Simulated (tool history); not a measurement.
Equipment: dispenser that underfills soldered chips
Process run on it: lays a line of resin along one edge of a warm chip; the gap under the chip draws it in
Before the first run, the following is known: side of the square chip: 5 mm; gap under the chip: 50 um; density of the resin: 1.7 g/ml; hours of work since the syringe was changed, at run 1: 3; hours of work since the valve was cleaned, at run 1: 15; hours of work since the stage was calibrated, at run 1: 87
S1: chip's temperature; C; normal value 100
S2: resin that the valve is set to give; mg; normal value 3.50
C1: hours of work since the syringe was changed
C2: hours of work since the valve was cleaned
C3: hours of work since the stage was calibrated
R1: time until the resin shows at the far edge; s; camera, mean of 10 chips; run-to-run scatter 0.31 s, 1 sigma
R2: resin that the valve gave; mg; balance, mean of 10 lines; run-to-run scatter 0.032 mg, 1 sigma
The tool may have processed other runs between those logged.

| run | day | S1 | S2 | C1 | C2 | C3 | R1 | R2 |
|---|---|---|---|---|---|---|---|---|
| 1 | 0.000 | 100 | 3.50 | 3 | 15 | 87 | 11.1 | 3.44 |
| 2 | 0.096 | 100 | 3.50 | 5 | 16 | 88 | 12.0 | 3.48 |
|  | 0.150 | new syringe of resin |
| 3 | 0.242 | 100 | 3.50 | 1 | 18 | 90 | 9.5 | 3.42 |
| 4 | 0.375 | 100 | 3.50 | 3 | 20 | 92 | 10.5 | 3.41 |
|  | 0.529 | new syringe of resin |
| 5 | 0.575 | 96 | 3.50 | 1 | 23 | 95 | 10.5 | 3.48 |
| 6 | 0.679 | 96 | 3.50 | 2 | 25 | 97 | 11.2 | 3.44 |
| 7 | 0.762 | 96 | 3.50 | 4 | 26 | 98 | 12.1 | 3.45 |
|  | 0.908 | new syringe of resin |
| 8 | 0.917 | 96 | 3.50 | 0 | 28 | 100 | 9.7 | 3.41 |
| 9 | 1.021 | 93 | 3.02 | 2 | 30 | 102 | 12.5 | 2.92 |
| 10 | 1.192 | 89 | 3.31 | 4 | 32 | 105 | 16.3 | 3.11 |
|  | 1.288 | new syringe of resin |
| 11 | 1.396 | 89 | 3.31 | 2 | 35 | 108 | 13.7 | 3.19 |
| 12 | 1.596 | 87 | 3.36 | 5 | 38 | 111 | 18.3 | 3.19 |
|  | 1.667 | new syringe of resin |
| 13 | 1.725 | 88 | 4.16 | 1 | 40 | 112 | 13.8 | 3.99 |
| 14 | 1.917 | 107 | 3.11 | 4 | 43 | 115 | 8.6 | 2.94 |

What if the next run were any one of these 5? Each begins from the tool's condition after run 14:
|  | 2.046 | new syringe of resin |
| A | 2.096 | 104 | 4.38 | 1 | 46 | 118 | ? | ? |
|  | 2.046 | new syringe of resin |
| B | 2.096 | 106 | 3.83 | 1 | 46 | 118 | ? | ? |
|  | 2.046 | new syringe of resin |
| C | 2.096 | 107 | 3.14 | 1 | 46 | 118 | ? | ? |
|  | 2.046 | new syringe of resin |
| D | 2.096 | 87 | 3.50 | 1 | 46 | 118 | ? | ? |
|  | 2.046 | new syringe of resin |
| E | 2.096 | 101 | 3.86 | 1 | 46 | 118 | ? | ? |

| run | R1 | R2 |
|---|---|---|
| A | 7.8 | 4.22 |
| B | 7.6 | 3.64 |
| C | 7.3 | 3.03 |
| D | 13.6 | 3.32 |
| E | 9.1 | 3.67 |
Without the tool's hidden state the same runs would have given:
| run | R1 | R2 |
|---|---|---|
| A | 7.5 | 4.41 |
| B | 7.3 | 3.80 |
| C | 6.9 | 3.16 |
| D | 13.0 | 3.47 |
| E | 8.8 | 3.83 |

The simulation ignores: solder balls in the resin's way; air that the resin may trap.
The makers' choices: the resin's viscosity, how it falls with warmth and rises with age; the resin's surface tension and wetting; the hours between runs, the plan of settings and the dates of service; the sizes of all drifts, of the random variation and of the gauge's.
